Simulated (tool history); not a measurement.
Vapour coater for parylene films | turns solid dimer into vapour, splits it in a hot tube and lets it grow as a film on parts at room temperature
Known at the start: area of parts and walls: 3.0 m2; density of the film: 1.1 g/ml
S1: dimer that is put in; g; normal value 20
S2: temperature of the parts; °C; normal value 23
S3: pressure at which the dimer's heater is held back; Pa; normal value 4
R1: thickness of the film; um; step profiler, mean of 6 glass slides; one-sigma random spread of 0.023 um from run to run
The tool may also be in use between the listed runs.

{"run": 1, "hour": 0.0, "S1": 20, "S2": 23, "S3": 4, "R1": 3.01}
{"run": 2, "hour": 27.7, "S1": 20, "S2": 23, "S3": 4, "R1": 3.04}
{"run": 3, "hour": 55.9, "S1": 20, "S2": 23, "S3": 4, "R1": 3.04}
{"run": 4, "hour": 87.0, "S1": 20, "S2": 23, "S3": 6.56, "R1": 2.83}
{"run": 5, "hour": 102.2, "S1": 20, "S2": 23, "S3": 6.56, "R1": 2.8}
{"run": 6, "hour": 132.6, "S1": 20, "S2": 23, "S3": 4, "R1": 3.05}
{"run": 7, "hour": 166.7, "S1": 20, "S2": 23, "S3": 4, "R1": 3.03}
{"run": 8, "hour": 183.9, "S1": 20, "S2": 33, "S3": 4, "R1": 2.49}
{"run": 9, "hour": 217.6, "S1": 20, "S2": 23, "S3": 3.84, "R1": 3.03}
{"run": 10, "hour": 241.1, "S1": 20, "S2": 23, "S3": 4, "R1": 3.04}
{"run": 11, "hour": 257.9, "S1": 11, "S2": 16, "S3": 4, "R1": 1.9}
{"run": 12, "hour": 284.0, "S1": 16, "S2": 18, "S3": 4.41, "R1": 2.67}

What will run 13 give?
{"run": 13, "hour": 316.5, "S1": 17, "S2": 18, "S3": 4.41, "R1": "?"}

Logged for run 13: R1 2.8 um.
Had the tool carried no hidden state, the very same run would have given R1 2.81 um.

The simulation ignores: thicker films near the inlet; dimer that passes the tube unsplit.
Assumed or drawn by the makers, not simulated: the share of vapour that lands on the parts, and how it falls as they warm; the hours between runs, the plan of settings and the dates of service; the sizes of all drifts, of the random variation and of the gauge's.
